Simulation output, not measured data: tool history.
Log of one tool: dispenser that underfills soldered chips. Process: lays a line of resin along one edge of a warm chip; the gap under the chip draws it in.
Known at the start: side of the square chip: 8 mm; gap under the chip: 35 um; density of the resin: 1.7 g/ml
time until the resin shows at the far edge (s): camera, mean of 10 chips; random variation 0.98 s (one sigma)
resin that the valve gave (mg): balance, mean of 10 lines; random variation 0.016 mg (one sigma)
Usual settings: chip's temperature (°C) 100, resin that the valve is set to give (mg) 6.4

run,day,chip's temperature (°C),resin that the valve is set to give (mg),time until the resin shows at the far edge (s),resin that the valve gave (mg)
1,0,100,6.4,157.7,6.35
# day 0.129: new syringe of resin
2,0.238,100,5.5,111.1,5.45
3,0.383,100,5.5,127.5,5.45
4,0.671,100,5.5,183.4,5.43
# day 0.712: new syringe of resin
5,0.962,100,6.4,127.1,6.32
6,1.192,100,6.4,166.4,6.33
# day 1.304: new syringe of resin
7,1.504,88,8.13,176.2,8.03
8,1.779,113,7.84,110.5,7.72
# day 1.879: new syringe of resin
9,1.917,113,7.49,67.3,7.37
10,2.208,88,8.18,201.5,8.03
11,2.396,114,6.08,114.7,5.98
# day 2.467: new syringe of resin
12,2.646,100,7.7,115.8,7.56

Forecast each of these 3 alternatives for the next run:
A,2.925,86,7.22,?,?
B,2.925,86,7.4,?,?
C,2.925,112,7.4,?,?

run,time until the resin shows at the far edge (s),resin that the valve gave (mg)
A,249.3,7.07
B,249.1,7.23
C,113.1,7.25
Without the tool's hidden state the same runs would have given:
run,time until the resin shows at the far edge (s),resin that the valve gave (mg)
A,143.3,7.22
B,143.4,7.38
C,65.2,7.4

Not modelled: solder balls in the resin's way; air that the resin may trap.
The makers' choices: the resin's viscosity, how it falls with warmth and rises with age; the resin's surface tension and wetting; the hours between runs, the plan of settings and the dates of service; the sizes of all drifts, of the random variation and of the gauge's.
